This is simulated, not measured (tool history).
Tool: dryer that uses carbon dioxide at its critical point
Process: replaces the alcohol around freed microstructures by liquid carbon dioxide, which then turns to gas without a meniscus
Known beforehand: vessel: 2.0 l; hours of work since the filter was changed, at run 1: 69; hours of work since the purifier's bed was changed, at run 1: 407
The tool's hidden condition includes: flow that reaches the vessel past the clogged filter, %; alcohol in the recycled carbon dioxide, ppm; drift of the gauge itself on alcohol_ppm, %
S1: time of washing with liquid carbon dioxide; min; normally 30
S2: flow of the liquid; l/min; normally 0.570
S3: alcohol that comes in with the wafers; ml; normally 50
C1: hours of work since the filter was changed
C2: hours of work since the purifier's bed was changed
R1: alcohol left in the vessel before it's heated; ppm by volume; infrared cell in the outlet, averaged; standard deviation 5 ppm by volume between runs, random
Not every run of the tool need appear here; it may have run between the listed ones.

| run | day | S1 | S2 | S3 | C1 | C2 | R1 |
|---|---|---|---|---|---|---|---|
| 1 | 0.000 | 30 | 0.570 | 50 | 69 | 407 | 208 |
| 2 | 1.554 | 30 | 0.570 | 76 | 81 | 419 | 221 |
| 3 | 2.912 | 30 | 0.570 | 50 | 92 | 430 | 214 |
| 4 | 5.150 | 30 | 0.570 | 50 | 110 | 448 | 228 |
| 5 | 7.246 | 30 | 0.570 | 50 | 127 | 465 | 245 |
| 6 | 8.358 | 23 | 0.570 | 50 | 136 | 474 | 304 |
| 7 | 10.525 | 23 | 0.570 | 50 | 153 | 491 | 312 |
| 8 | 11.675 | 30 | 0.570 | 50 | 163 | 501 | 253 |
| 9 | 12.758 | 20 | 0.570 | 50 | 171 | 509 | 433 |
| 10 | 14.925 | 20 | 0.570 | 50 | 189 | 527 | 447 |
| 11 | 17.162 | 20 | 0.570 | 50 | 207 | 545 | 483 |
| 12 | 19.075 | 20 | 0.570 | 50 | 222 | 560 | 484 |
|  | 19.521 | purifier's bed changed |
| 13 | 20.171 | 30 | 0.839 | 50 | 230 | 5 | 7 |
| 14 | 22.196 | 30 | 0.839 | 50 | 246 | 21 | 14 |
| 15 | 23.438 | 21 | 0.839 | 50 | 256 | 31 | 33 |
| 16 | 25.058 | 21 | 0.462 | 50 | 269 | 44 | 555 |
| 17 | 26.542 | 21 | 0.719 | 50 | 281 | 56 | 80 |
|  | 28.500 | inlet filter changed |
| 18 | 28.525 | 30 | 0.570 | 50 | 0 | 72 | 30 |
| 19 | 30.271 | 30 | 0.570 | 50 | 14 | 86 | 46 |
| 20 | 31.704 | 30 | 0.570 | 50 | 26 | 98 | 56 |
| 21 | 33.388 | 30 | 0.570 | 50 | 39 | 111 | 59 |
| 22 | 35.308 | 30 | 0.626 | 50 | 55 | 127 | 76 |
| 23 | 36.758 | 30 | 0.615 | 50 | 66 | 138 | 72 |
| 24 | 38.692 | 20 | 0.887 | 20 | 82 | 154 | 76 |
| 25 | 40.892 | 37 | 0.477 | 40 | 100 | 171 | 95 |
| 26 | 42.688 | 37 | 0.477 | 40 | 114 | 186 | 99 |
| 27 | 44.679 | 31 | 0.477 | 26 | 130 | 202 | 117 |
| 28 | 46.138 | 26 | 0.570 | 22 | 142 | 214 | 116 |
| 29 | 47.362 | 26 | 0.570 | 22 | 152 | 223 | 134 |
| 30 | 48.858 | 32 | 0.570 | 38 | 164 | 235 | 126 |
| 31 | 49.833 | 32 | 0.570 | 38 | 171 | 243 | 124 |
| 32 | 51.504 | 32 | 0.570 | 115 | 185 | 257 | 145 |
| 33 | 52.725 | 30 | 0.567 | 118 | 195 | 266 | 162 |
| 34 | 54.146 | 30 | 0.567 | 118 | 206 | 278 | 175 |
| 35 | 55.800 | 30 | 0.567 | 118 | 219 | 291 | 188 |
| 36 | 57.708 | 39 | 0.520 | 29 | 235 | 306 | 141 |
| 37 | 59.462 | 28 | 0.838 | 30 | 249 | 321 | 148 |
| 38 | 60.792 | 28 | 0.838 | 30 | 259 | 331 | 147 |
| 39 | 62.796 | 28 | 0.838 | 30 | 276 | 347 | 160 |
| 40 | 63.808 | 28 | 0.838 | 30 | 284 | 356 | 169 |
| 41 | 65.121 | 28 | 0.838 | 77 | 294 | 366 | 173 |
|  | 65.342 | inlet filter changed |
| 42 | 67.146 | 27 | 0.838 | 47 | 14 | 382 | 181 |
| 43 | 69.071 | 26 | 0.570 | 50 | 30 | 397 | 205 |
| 44 | 70.725 | 29 | 0.356 | 59 | 43 | 411 | 471 |
| 45 | 72.958 | 23 | 0.478 | 38 | 61 | 429 | 319 |
| 46 | 75.196 | 37 | 0.478 | 23 | 79 | 447 | 212 |

Alternative continuations, all from the tool just after run 46; predict every row:
| A | 77.050 | 39 | 0.685 | 23 | 94 | 462 | ? |
| B | 77.050 | 20 | 0.570 | 50 | 94 | 462 | ? |
| C | 77.050 | 40 | 0.478 | 23 | 94 | 462 | ? |
| D | 77.050 | 27 | 0.592 | 53 | 94 | 462 | ? |
| E | 77.050 | 37 | 0.753 | 42 | 94 | 462 | ? |

| run | R1 |
|---|---|
| A | 220 |
| B | 367 |
| C | 204 |
| D | 228 |
| E | 210 |
With the hidden condition removed and each run's random variation left untouched, the same runs would have given:
| run | R1 |
|---|---|
| A | 10 |
| B | 112 |
| C | 0 |
| D | 11 |
| E | 0 |

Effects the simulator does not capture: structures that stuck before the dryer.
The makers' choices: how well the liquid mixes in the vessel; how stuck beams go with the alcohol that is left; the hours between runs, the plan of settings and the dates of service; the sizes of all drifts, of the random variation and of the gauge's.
